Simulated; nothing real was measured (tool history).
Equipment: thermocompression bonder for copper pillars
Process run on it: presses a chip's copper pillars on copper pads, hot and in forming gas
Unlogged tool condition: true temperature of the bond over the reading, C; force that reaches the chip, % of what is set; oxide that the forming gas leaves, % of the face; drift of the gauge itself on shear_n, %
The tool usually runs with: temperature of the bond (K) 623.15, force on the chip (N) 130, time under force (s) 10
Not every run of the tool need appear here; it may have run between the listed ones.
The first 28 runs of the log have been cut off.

run	day	temperature of the bond (K)	force on the chip (N)	time under force (s)	hours of work since the heater was calibrated	hours of work since the force cell was calibrated	hours of work since the gas filter was changed	force that shears a chip off (N)
# day 18.196: forming gas filter changed
29	18.354	640.15	96	5	438	528	3	65.2
30	19.25	623.15	124	10	455	545	20	86.4
31	19.875	623.15	124	10	467	557	32	86.5
32	20.433	623.15	124	15	477	567	42	98.4
33	21.038	623.15	124	14	489	579	54	96.5
34	21.746	649.15	124	11	502	592	67	113.1
35	22.333	649.15	124	11	513	603	78	112.4
36	23.1	606.15	191	11	528	618	93	104.6
37	23.804	635.15	130	14	541	631	106	110.2
38	24.75	623.15	100	13	559	649	124	77.7
39	25.538	614.15	143	10	574	664	139	88

5 options for the next run, each taken on its own from the tool as it stands now. Forecast them:
A	26.083	612.15	95	7	584	674	149	?
B	26.083	602.15	116	15	584	674	149	?
C	26.083	623.15	136	10	584	674	149	?
D	26.083	628.15	138	6	584	674	149	?
E	26.083	623.15	166	10	584	674	149	?

run	force that shears a chip off (N)
A	51.7
B	73.5
C	93.7
D	84.4
E	107.9
With the hidden condition removed and each run's random variation left untouched, the same runs would have given:
run	force that shears a chip off (N)
A	50.4
B	71.8
C	92.2
D	83
E	106.5
